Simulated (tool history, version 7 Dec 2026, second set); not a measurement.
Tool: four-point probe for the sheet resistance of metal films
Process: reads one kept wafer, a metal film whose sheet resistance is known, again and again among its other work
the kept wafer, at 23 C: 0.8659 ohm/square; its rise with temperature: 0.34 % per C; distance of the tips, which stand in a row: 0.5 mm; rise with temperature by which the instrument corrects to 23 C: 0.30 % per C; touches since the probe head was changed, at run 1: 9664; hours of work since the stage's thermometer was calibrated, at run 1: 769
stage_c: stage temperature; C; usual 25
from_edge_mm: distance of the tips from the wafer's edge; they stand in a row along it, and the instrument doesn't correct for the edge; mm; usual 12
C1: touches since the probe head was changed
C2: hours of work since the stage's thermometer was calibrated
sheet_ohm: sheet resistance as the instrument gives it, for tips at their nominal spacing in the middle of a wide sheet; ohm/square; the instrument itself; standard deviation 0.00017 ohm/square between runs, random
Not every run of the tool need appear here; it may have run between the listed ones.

run 1 hour=0 | stage_c=25 from_edge_mm=12 | C1=9664 C2=769 | sheet_ohm=0.867492
run 2 hour=9.2 | stage_c=25 from_edge_mm=12 | C1=9958 C2=774 | sheet_ohm=0.86759
run 3 hour=27.1 | stage_c=25 from_edge_mm=12 | C1=10527 C2=784 | sheet_ohm=0.867353
run 4 hour=40.8 | stage_c=19 from_edge_mm=12 | C1=10965 C2=792 | sheet_ohm=0.865209
run 5 hour=50.2 | stage_c=19 from_edge_mm=12 | C1=11265 C2=797 | sheet_ohm=0.865453
run 6 hour=58.6 | stage_c=19 from_edge_mm=12 | C1=11533 C2=802 | sheet_ohm=0.865207
run 7 hour=78.1 | stage_c=25 from_edge_mm=3 | C1=12155 C2=813 | sheet_ohm=0.879386
run 8 hour=93.3 | stage_c=25 from_edge_mm=3 | C1=12640 C2=822 | sheet_ohm=0.879381
run 9 hour=105.8 | stage_c=25 from_edge_mm=8 | C1=13036 C2=829 | sheet_ohm=0.868291
run 10 hour=115.9 | stage_c=25 from_edge_mm=8 | C1=13359 C2=835 | sheet_ohm=0.868367
run 11 hour=130.6 | stage_c=25 from_edge_mm=12 | C1=13827 C2=843 | sheet_ohm=0.867423
run 12 hour=148.5 | stage_c=25 from_edge_mm=12 | C1=14401 C2=853 | sheet_ohm=0.866939
run 13 hour=165.8 | stage_c=25 from_edge_mm=12 | C1=14951 C2=863 | sheet_ohm=0.867324
run 14 hour=181.4 | stage_c=25 from_edge_mm=54 | C1=15447 C2=872 | sheet_ohm=0.866584
run 15 hour=195.3 | stage_c=30 from_edge_mm=34 | C1=15892 C2=879 | sheet_ohm=0.867905
run 16 hour=213 | stage_c=28 from_edge_mm=17 | C1=16454 C2=889 | sheet_ohm=0.868047
run 17 hour=231.8 | stage_c=28 from_edge_mm=17 | C1=17056 C2=900 | sheet_ohm=0.867752
run 18 hour=247.7 | stage_c=34 from_edge_mm=5 | C1=17563 C2=909 | sheet_ohm=0.874112
run 19 hour=262.8 | stage_c=31 from_edge_mm=24 | C1=18045 C2=918 | sheet_ohm=0.86835
run 20 hour=277.1 | stage_c=31 from_edge_mm=24 | C1=18500 C2=926 | sheet_ohm=0.868625
run 21 hour=296.6 | stage_c=25 from_edge_mm=9 | C1=19123 C2=937 | sheet_ohm=0.867991
run 22 hour=316.2 | stage_c=34 from_edge_mm=8 | C1=19746 C2=948 | sheet_ohm=0.871307
run 23 hour=326.2 | stage_c=30 from_edge_mm=11 | C1=20066 C2=953 | sheet_ohm=0.86898
run 24 hour=345.5 | stage_c=30 from_edge_mm=11 | C1=20679 C2=964 | sheet_ohm=0.869039
run 25 hour=357.6 | stage_c=27 from_edge_mm=19 | C1=21066 C2=971 | sheet_ohm=0.867636
run 26 hour=369 | stage_c=32 from_edge_mm=28 | C1=21431 C2=978 | sheet_ohm=0.869043
run 27 hour=386 | stage_c=20 from_edge_mm=37 | C1=21974 C2=987 | sheet_ohm=0.864662

Below are 3 alternative next runs, each starting from the tool's condition after run 27. Predict each:
run A hour=402.9 | stage_c=32 from_edge_mm=7 | C1=22510 C2=997 | sheet_ohm=?
run B hour=402.9 | stage_c=24 from_edge_mm=9 | C1=22510 C2=997 | sheet_ohm=?
run C hour=402.9 | stage_c=26 from_edge_mm=4 | C1=22510 C2=997 | sheet_ohm=?

run=A sheet_ohm=0.871148
run=B sheet_ohm=0.867855
run=C sheet_ohm=0.874341
Without the tool's unlogged condition, the same runs would have read:
run=A sheet_ohm=0.871172
run=B sheet_ohm=0.867879
run=C sheet_ohm=0.874365
